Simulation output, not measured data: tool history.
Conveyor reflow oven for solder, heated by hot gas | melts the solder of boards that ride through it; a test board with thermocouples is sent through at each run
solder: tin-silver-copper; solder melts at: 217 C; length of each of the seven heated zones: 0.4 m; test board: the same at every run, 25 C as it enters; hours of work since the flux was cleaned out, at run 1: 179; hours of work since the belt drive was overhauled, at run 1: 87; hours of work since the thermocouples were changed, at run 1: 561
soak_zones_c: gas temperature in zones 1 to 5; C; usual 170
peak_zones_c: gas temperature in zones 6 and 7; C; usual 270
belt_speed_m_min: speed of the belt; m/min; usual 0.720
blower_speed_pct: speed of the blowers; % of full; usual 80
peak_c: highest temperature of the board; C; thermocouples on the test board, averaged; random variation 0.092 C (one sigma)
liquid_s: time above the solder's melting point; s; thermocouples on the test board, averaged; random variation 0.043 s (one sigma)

run    day  soak_zones_c  peak_zones_c  belt_speed_m_min  blower_speed_pct  hours of work since the flux was cleaned out  hours of work since the belt drive was overhauled  hours of work since the thermocouples were changed  peak_c  liquid_s
  1  0.000           170           270             0.720                80                                           179                                                 87                                                 561  258.14     53.32
     0.521  -- flux residue cleaned out of gas plates and filters
  2  0.729           170           270             0.720                80                                             3                                                 94                                                 569  259.02     54.08
  3  1.279           170           270             0.720                80                                            11                                                102                                                 576  258.92     54.09
  4  1.592           170           270             0.720                80                                            15                                                106                                                 581  258.78     54.06
  5  2.046           170           270             0.720                80                                            22                                                113                                                 587  258.99     54.02
  6  2.646           170           270             0.658                80                                            30                                                121                                                 596  260.93     60.63
  7  3.117           170           270             0.658                80                                            37                                                128                                                 602  260.81     60.68
  8  3.371           170           278             0.847                80                                            40                                                132                                                 606  261.72     46.13
  9  3.650           170           278             0.772                52                                            44                                                136                                                 610  256.81     47.65
 10  4.217           176           264             0.816                64                                            52                                                144                                                 618  247.52     41.89
 11  4.767           170           272             0.637                80                                            60                                                151                                                 626  263.20     63.89
 12  5.346           170           268             0.637                86                                            68                                                160                                                 634  260.20     62.83
 13  5.833           162           266             0.637                64                                            75                                                166                                                 641  254.23     56.09

3 ways to go on from here, each from the tool as it stands after run 13. What would each give?
  A  6.242           162           266             0.637                55                                            81                                                172                                                 647       ?         ?
  B  6.242           170           262             0.735                64                                            81                                                172                                                 647       ?         ?
  C  6.242           179           266             0.637                64                                            81                                                172                                                 647       ?         ?

run  peak_c  liquid_s
  A  252.08     53.84
  B  247.49     45.64
  C  255.97     62.58
Without the tool's hidden state the same runs would have given:
run  peak_c  liquid_s
  A  253.48     54.63
  B  248.91     46.46
  C  257.37     63.14
